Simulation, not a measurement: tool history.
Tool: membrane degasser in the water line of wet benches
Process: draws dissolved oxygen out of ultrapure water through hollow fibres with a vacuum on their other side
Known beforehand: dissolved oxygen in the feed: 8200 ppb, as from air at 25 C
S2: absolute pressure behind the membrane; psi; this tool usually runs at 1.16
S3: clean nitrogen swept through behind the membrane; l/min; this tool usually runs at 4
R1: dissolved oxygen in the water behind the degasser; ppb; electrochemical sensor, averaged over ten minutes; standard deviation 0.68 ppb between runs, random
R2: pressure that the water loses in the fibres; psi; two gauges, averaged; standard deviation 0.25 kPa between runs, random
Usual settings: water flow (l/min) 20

{"run": 1, "day": 0.0, "water flow (l/min)": 20, "S2": 1.16, "S3": 4, "R1": 65.5, "R2": 9.96}
{"run": 2, "day": 2.283, "water flow (l/min)": 20, "S2": 1.16, "S3": 4, "R1": 64.1, "R2": 9.937}
{"run": 3, "day": 5.8, "water flow (l/min)": 20, "S2": 1.16, "S3": 4, "R1": 62.7, "R2": 9.921}
{"run": 4, "day": 10.392, "water flow (l/min)": 20, "S2": 1.16, "S3": 4, "R1": 64.2, "R2": 9.99}
{"run": 5, "day": 13.983, "water flow (l/min)": 20, "S2": 1.16, "S3": 4, "R1": 63.2, "R2": 10.016}
{"run": 6, "day": 16.754, "water flow (l/min)": 20, "S2": 1.16, "S3": 4, "R1": 62.9, "R2": 9.939}
{"run": 7, "day": 20.304, "water flow (l/min)": 20, "S2": 1.994, "S3": 2.04, "R1": 246.2, "R2": 10.077}
{"run": 8, "day": 25.5, "water flow (l/min)": 21, "S2": 1.288, "S3": 5.26, "R1": 60.6, "R2": 10.501}
{"run": 9, "day": 28.625, "water flow (l/min)": 31, "S2": 1.025, "S3": 5.34, "R1": 65.2, "R2": 15.616}
{"run": 10, "day": 31.342, "water flow (l/min)": 31, "S2": 1.025, "S3": 5.34, "R1": 65.2, "R2": 15.538}
{"run": 11, "day": 36.138, "water flow (l/min)": 31, "S2": 1.601, "S3": 5.34, "R1": 122.2, "R2": 15.565}
{"run": 12, "day": 39.358, "water flow (l/min)": 31, "S2": 1.601, "S3": 5.34, "R1": 123.8, "R2": 15.587}

Not shown here: 1 entry made in the log between runs. Locate each between two listed runs and compare the hidden state at the listed run before it with the hidden state at the listed run after it:
Between runs 2 and 3: seals of the vacuum lines changed (day 5.758)
  membrane still open, %: 98.9 -> 98.8; true pressure behind the membrane over the reading, kPa: 0.18 -> 0.19; air that leaks in behind the membrane, l/min: 0.0149 -> 0.0013
  measured value less the no-hidden-state value, R1: +3.5 -> +2.5 ppb; R2: +0.112 -> +0.119 psi
